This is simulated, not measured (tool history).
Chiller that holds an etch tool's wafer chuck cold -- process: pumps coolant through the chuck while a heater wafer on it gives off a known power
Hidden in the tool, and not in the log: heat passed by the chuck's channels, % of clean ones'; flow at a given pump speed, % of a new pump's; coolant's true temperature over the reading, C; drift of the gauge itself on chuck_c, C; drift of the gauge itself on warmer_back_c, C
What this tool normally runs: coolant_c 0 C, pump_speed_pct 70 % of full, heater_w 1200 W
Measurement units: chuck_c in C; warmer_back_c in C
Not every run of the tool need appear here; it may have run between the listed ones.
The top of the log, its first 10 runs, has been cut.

run     day  coolant_c  pump_speed_pct  heater_w  hours since the coolant was changed and the channels were flushed  hours since the pump was overhauled  hours since the chiller's thermometer was calibrated  chuck_c  warmer_back_c
 11  13.833          0              70      1200                                                               3068                                 1295                                                  2598     15.3           5.21
 12  15.642          0              92      1200                                                               3111                                 1338                                                  2642     13.1           3.80
 13  17.308         -7              70      1200                                                               3151                                 1378                                                  2682      8.4           5.16
 14  18.417         -7              70      1200                                                               3178                                 1405                                                  2708      8.4           5.20
 15  20.050         -7              70      1200                                                               3217                                 1444                                                  2748      8.3           5.21
 16  21.092          0              70       657                                                               3242                                 1469                                                  2773      8.5           2.89
 17  22.404          4              70       657                                                               3273                                 1501                                                  2804     12.5           2.85
     22.758  -- coolant pump overhauled
 18  23.892          0              70      1710                                                               3304                                   27                                                  2835     22.2           7.47
 19  25.104          0              70      1710                                                               3333                                   56                                                  2864     22.0           7.50
 20  26.808          5              70      1000                                                               3374                                   97                                                  2905     18.0           4.35
 21  28.638         -2              94       777                                                               3418                                  141                                                  2949      6.6           2.43
 22  30.317         -5              90      1656                                                               3458                                  181                                                  2989     13.6           5.48
 23  31.429          6              73       706                                                               3485                                  208                                                  3016     15.0           2.99
     32.038  -- coolant pump overhauled, once more
 24  33.133          6              73       706                                                               3521                                   26                                                  3052     14.8           2.78
 25  34.867         -2              96      1634                                                               3562                                   68                                                  3093     15.3           4.79
 26  36.488         -2              62       769                                                               3601                                  107                                                  3132      8.5           3.60
 27  37.667          8              70      1200                                                               3630                                  135                                                  3160     23.2           4.93
 28  39.162          8              70      1200                                                               3666                                  171                                                  3196     23.2           5.07
 29  40.892         -8              70      1200                                                               3707                                  213                                                  3238      7.4           4.96
 30  42.550         -8              70      1200                                                               3747                                  252                                                  3278      7.4           5.02
 31  43.512         -3              97      1788                                                               3770                                  275                                                  3301     15.9           5.22
 32  45.096         -7              81      1172                                                               3808                                  313                                                  3339      6.8           4.15

Consider 3 possible next runs. They are alternatives, not a sequence: every one starts from the tool as it was left by run 32. What does each give?
  A  46.000         -2              64       923                                                               3830                                  335                                                  3360        ?              ?
  B  46.000          0              70      1200                                                               3830                                  335                                                  3360        ?              ?
  C  46.000          4              70       630                                                               3830                                  335                                                  3360        ?              ?

run  chuck_c  warmer_back_c
  A     10.5           4.27
  B     15.4           5.06
  C     12.1           2.55
Had the tool no hidden state, the same runs would have come out as:
run  chuck_c  warmer_back_c
  A      8.8           4.25
  B     13.3           5.03
  C     10.9           2.54

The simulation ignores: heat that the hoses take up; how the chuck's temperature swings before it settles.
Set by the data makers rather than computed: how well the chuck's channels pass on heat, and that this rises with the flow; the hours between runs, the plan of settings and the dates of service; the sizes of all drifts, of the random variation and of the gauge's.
